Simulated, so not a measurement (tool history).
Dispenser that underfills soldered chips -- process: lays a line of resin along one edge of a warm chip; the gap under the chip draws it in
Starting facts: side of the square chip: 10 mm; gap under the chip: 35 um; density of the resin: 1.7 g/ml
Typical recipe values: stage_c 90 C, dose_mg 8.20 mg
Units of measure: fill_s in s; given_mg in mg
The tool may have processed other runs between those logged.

Run 1, hour 0.0: usual settings. Result: fill_s 32.1 s, given_mg 7.88 mg.
Run 2, hour 10.9: usual settings. Result: fill_s 44.5 s, given_mg 7.85 mg.
At hour 19.3: new syringe of resin.
Run 3, hour 27.0: usual settings. Result: fill_s 40.4 s, given_mg 7.81 mg.
At hour 29.8: stage's temperature calibrated.
Run 4, hour 35.6: usual settings. Result: fill_s 54.8 s, given_mg 7.75 mg.
At hour 38.5: new syringe of resin.
At hour 45.9: dispensing valve cleaned and set on the balance.
Run 5, hour 53.8: usual settings but dose_mg 8.17 mg. Result: fill_s 52.1 s, given_mg 8.11 mg.
At hour 58.3: new syringe of resin.
Run 6, hour 64.1: usual settings but dose_mg 8.17 mg. Result: fill_s 39.6 s, given_mg 8.10 mg.
Run 7, hour 72.9: usual settings. Result: fill_s 52.3 s, given_mg 8.09 mg.
At hour 76.6: new syringe of resin.
Run 8, hour 88.5: usual settings. Result: fill_s 48.6 s, given_mg 8.08 mg.
At hour 95.8: new syringe of resin.
Run 9, hour 99.8: usual settings. Result: fill_s 38.3 s, given_mg 7.96 mg.
At hour 114.7: new syringe of resin.
Run 10, hour 114.8: usual settings. Result: fill_s 34.8 s, given_mg 7.98 mg.
Run 11, hour 125.0: usual settings. Result: fill_s 45.8 s, given_mg 7.92 mg.

What will run 12 give?
At hour 133.7: new syringe of resin.
Run 12, hour 141.8: usual settings. Result: fill_s ?, given_mg ?.

fill_s: 43.7 s
given_mg: 7.91 mg
With no hidden state in the tool, this same run would have given fill_s 34.0 s, given_mg 8.21 mg.
